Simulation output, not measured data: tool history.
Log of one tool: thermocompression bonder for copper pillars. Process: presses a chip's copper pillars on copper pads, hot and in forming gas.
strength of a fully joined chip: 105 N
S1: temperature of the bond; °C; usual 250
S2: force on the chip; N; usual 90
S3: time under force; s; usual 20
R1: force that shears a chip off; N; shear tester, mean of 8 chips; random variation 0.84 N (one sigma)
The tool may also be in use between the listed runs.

run	hour	S1	S2	S3	R1
1	0	250	90	20	55.8
2	7.4	250	90	20	57.3
3	13.5	250	90	20	58
4	17.7	250	90	20	55.7
5	23.4	250	90	20	55.9
6	31.3	250	75	20	48.8
7	35.1	250	75	20	49.4
8	40.5	250	90	20	56.5
9	47.8	250	90	20	57.3
10	53	250	90	20	56.6
11	61.7	272	58	11	45.3
# hour 65.9: forming gas filter changed
12	68.5	272	58	11	49.9
13	74.7	275	111	14	82.7
14	78.9	276	111	14	82.6
15	87.7	227	105	14	39.3
16	93.4	227	105	14	40.7
17	98.1	250	131	46	88.9
18	102.3	225	63	46	39.5
19	106.5	236	85	60	67.4
20	115.5	232	90	20	43.7

The same runs without the tool's hidden state, with the same run-to-run variation:
The hidden state here: true temperature of the bond over the reading, C; force that reaches the chip, % of what is set; oxide that the forming gas leaves, % of the face; drift of the gauge itself on shear_n, %.
run	R1
1	66.6
2	68.4
3	69.3
4	66.8
5	67.2
6	59.5
7	60.3
8	68.1
9	69.1
10	68.5
11	55.4
12	56.6
13	88.7
14	88.7
15	46.7
16	48.3
17	94.6
18	47.1
19	76.3
20	51.9
